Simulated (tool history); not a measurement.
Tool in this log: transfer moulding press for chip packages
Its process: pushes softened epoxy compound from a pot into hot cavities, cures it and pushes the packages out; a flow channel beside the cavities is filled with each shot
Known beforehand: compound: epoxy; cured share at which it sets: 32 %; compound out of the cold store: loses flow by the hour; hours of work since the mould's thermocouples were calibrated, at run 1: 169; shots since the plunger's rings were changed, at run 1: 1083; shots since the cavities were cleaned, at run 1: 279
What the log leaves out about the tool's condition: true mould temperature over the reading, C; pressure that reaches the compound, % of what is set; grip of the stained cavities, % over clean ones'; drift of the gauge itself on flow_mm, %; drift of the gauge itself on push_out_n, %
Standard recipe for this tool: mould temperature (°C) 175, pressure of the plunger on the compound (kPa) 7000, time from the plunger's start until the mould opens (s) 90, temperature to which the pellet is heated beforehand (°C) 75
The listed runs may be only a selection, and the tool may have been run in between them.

run,hour,mould temperature (°C),pressure of the plunger on the compound (kPa),time from the plunger's start until the mould opens (s),temperature to which the pellet is heated beforehand (°C),hours of work since the mould's thermocouples were calibrated,shots since the plunger's rings were changed,shots since the cavities were cleaned,incoming compound's hours out of the cold store,length that the compound runs in the flow channel (mm),greatest force on the pins that push the packages out (N)
1,0,175,7000,90,75,169,1083,279,39.3,614,512
2,22,175,7000,90,75,182,1322,518,8.3,751,655
# hour 37.5: cavities cleaned with cleaning compound and waxed
3,58.3,175,7000,90,75,203,1699,225,35.4,638,663
# hour 101.2: cavities cleaned with cleaning compound and waxed
4,102.9,175,7000,90,75,229,2167,18,21.9,685,439
5,141.5,175,7000,90,75,252,2586,437,8.9,735,593
# hour 160.4: cavities cleaned with cleaning compound and waxed, once more
6,163.4,175,7000,90,75,264,2807,32,10.6,727,489
# hour 169.5: plunger's sealing rings changed
7,204.6,175,7000,90,75,288,381,452,13.8,744,608
# hour 225: cavities cleaned with cleaning compound and waxed
8,247.4,175,7000,90,75,313,830,243,36.8,648,494
# hour 286.6: cavities cleaned with cleaning compound and waxed
9,292.7,175,7000,90,75,339,1305,67,20.7,696,475
10,335,175,7000,90,75,364,1763,525,13.5,722,609
# hour 350.6: cavities cleaned with cleaning compound and waxed
11,366,175,7000,90,75,382,2083,167,44.9,586,456
12,407.9,175,7000,90,75,407,2538,622,28.9,649,575
# hour 415.3: cavities cleaned with cleaning compound and waxed
# hour 440.4: plunger's sealing rings changed
13,450.9,172,7000,90,75,431,113,359,13.8,764,706
# hour 480.6: cavities cleaned with cleaning compound and waxed
14,484.2,172,7000,90,75,450,458,39,28.8,689,526
15,512.2,180,7240,87,76,467,762,343,11.9,743,461
# hour 542.4: cavities cleaned with cleaning compound and waxed
16,557.8,175,7000,90,73,494,1240,167,27.8,670,494
17,577.4,170,7000,90,70,505,1453,380,39,618,717
# hour 607: cavities cleaned with cleaning compound and waxed
18,612.3,172,7000,90,68,526,1816,57,32.5,644,552
19,633.3,172,7000,90,68,538,2043,284,15.2,712,707
# hour 670.2: cavities cleaned with cleaning compound and waxed
20,671,172,6850,84,65,560,2437,10,45.4,592,584
21,703,172,6850,84,81,579,2784,357,8.1,725,848
# hour 711.8: plunger's sealing rings changed
# hour 733.7: cavities cleaned with cleaning compound and waxed
22,741.4,172,6850,84,81,600,305,84,46.8,598,550
23,772.7,175,7000,90,67,619,644,423,17,736,581

Forecast each of these 5 alternatives for the next run:
# hour 794.9: cavities cleaned with cleaning compound and waxed
A,812,175,7000,79,67,642,1055,186,33.4,?,?
# hour 794.9: cavities cleaned with cleaning compound and waxed
B,812,175,7000,114,66,642,1055,186,32.4,?,?
# hour 794.9: cavities cleaned with cleaning compound and waxed
C,812,178,7000,90,77,642,1055,186,11.2,?,?
# hour 794.9: cavities cleaned with cleaning compound and waxed
D,812,175,5920,90,75,642,1055,186,17.2,?,?
# hour 794.9: cavities cleaned with cleaning compound and waxed
E,812,178,8660,83,67,642,1055,186,35.4,?,?

run,length that the compound runs in the flow channel (mm),greatest force on the pins that push the packages out (N)
A,652,661
B,643,331
C,734,419
D,660,498
E,711,490
The same runs, with their run-to-run variation unchanged, on a tool lacking any hidden condition would have given:
run,length that the compound runs in the flow channel (mm),greatest force on the pins that push the packages out (N)
A,666,583
B,656,281
C,750,368
D,674,440
E,725,431
